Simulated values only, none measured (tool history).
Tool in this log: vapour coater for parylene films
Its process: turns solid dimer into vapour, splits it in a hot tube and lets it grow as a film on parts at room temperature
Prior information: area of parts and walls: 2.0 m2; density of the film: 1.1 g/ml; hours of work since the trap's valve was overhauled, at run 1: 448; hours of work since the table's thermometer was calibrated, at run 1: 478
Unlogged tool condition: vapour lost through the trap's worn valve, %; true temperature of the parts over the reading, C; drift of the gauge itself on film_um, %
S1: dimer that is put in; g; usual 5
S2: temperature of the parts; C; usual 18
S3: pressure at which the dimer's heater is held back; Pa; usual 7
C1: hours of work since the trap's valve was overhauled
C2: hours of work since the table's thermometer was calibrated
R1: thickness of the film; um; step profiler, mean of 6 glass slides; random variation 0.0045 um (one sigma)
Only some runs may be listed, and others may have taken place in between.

run,day,S1,S2,S3,C1,C2,R1
1,0,5,18,7,448,478,1.645
2,0.692,9,18,7,458,488,2.939
3,1.354,5,18,7,468,498,1.643
4,1.896,5,18,7,476,506,1.632
5,2.504,5,18,7,485,514,1.629
6,3.262,5,18,4.65,496,525,1.776
7,3.721,5,18,7,502,532,1.627
8,4.133,5,18,7,508,538,1.632
9,4.804,4,18,7,518,548,1.305
10,5.304,4,18,7,525,555,1.305
11,6.179,4,18,7,538,567,1.298
12,6.912,4,18,7,548,578,1.294
13,7.525,4,18,7,557,587,1.302
14,8.067,5,14,7,565,595,1.901
15,8.554,8,18,2.33,572,602,3.249
16,9.371,8,18,2.33,584,614,3.246
17,9.858,8,18,2.33,591,621,3.236
18,10.633,8,18,2.33,602,632,3.249
19,11.038,8,18,2.33,608,638,3.251
# day 11.862: trap's valve overhauled
20,12.025,5,18,7.76,2,649,1.673
21,12.912,7,27,9.99,15,662,1.534
22,13.75,7,27,9.99,27,674,1.542
23,14.467,8,27,7.54,38,685,1.866
24,15.367,5,27,10.7,51,698,1.083
25,15.912,5,18,5.88,58,706,1.768
26,16.654,5,20,2.53,69,716,1.94
27,17.233,7,13,8.33,78,725,2.824

Below are 4 alternative next runs, each starting from the tool's condition after run 27. Predict each:
A,17.667,7,13,6.58,84,731,?
B,17.667,5,12,2.75,84,731,?
C,17.667,5,18,8.24,84,731,?
D,17.667,4,18,2.69,84,731,?

run,R1
A,2.962
B,2.196
C,1.657
D,1.662
Take away the tool's hidden state, keep each run's random variation, and the runs would have read:
run,R1
A,2.945
B,2.228
C,1.648
D,1.652
